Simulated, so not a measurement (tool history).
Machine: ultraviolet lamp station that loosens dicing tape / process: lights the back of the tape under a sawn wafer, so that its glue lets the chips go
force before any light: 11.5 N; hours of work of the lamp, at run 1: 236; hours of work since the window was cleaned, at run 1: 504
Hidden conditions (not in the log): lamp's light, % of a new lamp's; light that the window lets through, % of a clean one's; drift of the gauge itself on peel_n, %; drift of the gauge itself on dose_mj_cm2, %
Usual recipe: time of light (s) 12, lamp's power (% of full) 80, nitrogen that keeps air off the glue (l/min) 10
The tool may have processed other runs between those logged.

| run | day | time of light (s) | lamp's power (% of full) | nitrogen that keeps air off the glue (l/min) | hours of work of the lamp | hours of work since the window was cleaned | force that peels the tape off (N) | light that reached the tape (mJ/cm2) |
|---|---|---|---|---|---|---|---|---|
| 1 | 0.000 | 12 | 80 | 10 | 236 | 504 | 2.003 | 281 |
| 2 | 0.633 | 12 | 80 | 10 | 242 | 511 | 2.085 | 277 |
| 3 | 1.917 | 12 | 80 | 8 | 255 | 524 | 2.426 | 278 |
| 4 | 2.788 | 12 | 80 | 10 | 264 | 533 | 2.130 | 274 |
| 5 | 4.133 | 12 | 80 | 10 | 278 | 546 | 2.190 | 265 |
| 6 | 4.842 | 12 | 80 | 10 | 285 | 554 | 2.280 | 270 |
| 7 | 5.950 | 12 | 80 | 10 | 296 | 565 | 2.230 | 267 |
| 8 | 7.121 | 12 | 80 | 14 | 308 | 577 | 2.053 | 262 |
| 9 | 7.783 | 12 | 80 | 14 | 315 | 584 | 2.057 | 266 |
| 10 | 8.675 | 12 | 86 | 10 | 324 | 593 | 2.137 | 278 |
| 11 | 10.133 | 12 | 80 | 15 | 339 | 608 | 2.020 | 257 |
|  | 10.662 | window cleaned of glue's vapour |
| 12 | 10.983 | 12 | 80 | 15 | 348 | 3 | 2.523 | 223 |
| 13 | 11.783 | 12 | 63 | 15 | 356 | 11 | 3.531 | 172 |
| 14 | 13.004 | 12 | 63 | 15 | 368 | 24 | 3.595 | 176 |
| 15 | 14.271 | 12 | 63 | 15 | 381 | 37 | 3.641 | 171 |
|  | 14.400 | window cleaned of glue's vapour, once more |
| 16 | 15.596 | 12 | 63 | 15 | 394 | 12 | 2.394 | 230 |
| 17 | 16.704 | 12 | 63 | 15 | 406 | 24 | 2.429 | 224 |
| 18 | 17.762 | 12 | 87 | 15 | 416 | 34 | 1.471 | 310 |
| 19 | 19.242 | 12 | 80 | 10 | 432 | 49 | 2.053 | 281 |
| 20 | 19.992 | 12 | 80 | 10 | 439 | 57 | 2.103 | 282 |
| 21 | 20.683 | 12 | 80 | 10 | 446 | 64 | 1.987 | 276 |
| 22 | 21.512 | 12 | 80 | 10 | 455 | 73 | 2.080 | 275 |
| 23 | 22.392 | 20 | 82 | 10 | 464 | 82 | 0.755 | 473 |
| 24 | 23.025 | 12 | 80 | 8 | 470 | 88 | 2.389 | 268 |
| 25 | 24.512 | 12 | 80 | 8 | 485 | 103 | 2.380 | 271 |
| 26 | 25.858 | 12 | 99 | 7 | 499 | 117 | 1.923 | 331 |
| 27 | 26.954 | 7 | 68 | 3 | 510 | 128 | 6.610 | 134 |
| 28 | 28.104 | 7 | 68 | 3 | 522 | 140 | 6.613 | 127 |
| 29 | 29.262 | 7 | 68 | 3 | 534 | 152 | 6.765 | 129 |
| 30 | 30.350 | 22 | 80 | 4 | 545 | 163 | 1.396 | 470 |
| 31 | 31.112 | 7 | 63 | 4 | 553 | 170 | 6.702 | 114 |
| 32 | 31.892 | 15 | 90 | 3 | 561 | 178 | 2.449 | 352 |
| 33 | 32.696 | 15 | 90 | 3 | 569 | 187 | 2.628 | 352 |
| 34 | 34.033 | 15 | 90 | 3 | 582 | 200 | 2.691 | 346 |
| 35 | 35.212 | 10 | 80 | 16 | 594 | 212 | 2.728 | 203 |
| 36 | 36.492 | 17 | 80 | 16 | 607 | 225 | 1.222 | 336 |
| 37 | 37.475 | 6 | 80 | 9 | 617 | 235 | 5.627 | 116 |
| 38 | 38.308 | 10 | 92 | 5 | 626 | 244 | 3.618 | 227 |
| 39 | 39.708 | 10 | 92 | 10 | 640 | 258 | 2.902 | 222 |
| 40 | 40.338 | 13 | 90 | 3 | 647 | 265 | 3.444 | 281 |
| 41 | 41.312 | 24 | 60 | 10 | 657 | 274 | 1.462 | 340 |
| 42 | 42.658 | 20 | 60 | 5 | 670 | 288 | 2.835 | 284 |
| 43 | 43.671 | 20 | 60 | 5 | 681 | 299 | 2.883 | 279 |

How would selected steps in force that peels the tape off (N) from run to run divide? Give the signed amount a tool lacking its hidden state would still show from settings, what came in and random variation, and the signed amount left for the hidden state, including any gauge scatter that is not in both of the compared results.
Run 15 -> 16: window cleaned of glue's vapour, once more. force that peels the tape off (N) -1.247: hidden state -1.206, all else -0.041.
Run 26 -> 27: time of light (s) 12 -> 7, lamp's power (% of full) 99 -> 68, nitrogen that keeps air off the glue (l/min) 7 -> 3. force that peels the tape off (N) +4.687: hidden state +0.440, all else +4.247.
Run 29 -> 30: time of light (s) 7 -> 22, lamp's power (% of full) 68 -> 80, nitrogen that keeps air off the glue (l/min) 3 -> 4. force that peels the tape off (N) -5.369: hidden state -0.682, all else -4.687.
Run 30 -> 31: time of light (s) 22 -> 7, lamp's power (% of full) 80 -> 63. force that peels the tape off (N) +5.306: hidden state +0.742, all else +4.564.
Run 36 -> 37: time of light (s) 17 -> 6, nitrogen that keeps air off the glue (l/min) 16 -> 9. force that peels the tape off (N) +4.405: hidden state +1.100, all else +3.305.
Run 40 -> 41: time of light (s) 13 -> 24, lamp's power (% of full) 90 -> 60, nitrogen that keeps air off the glue (l/min) 3 -> 10. force that peels the tape off (N) -1.982: hidden state -0.785, all else -1.197.
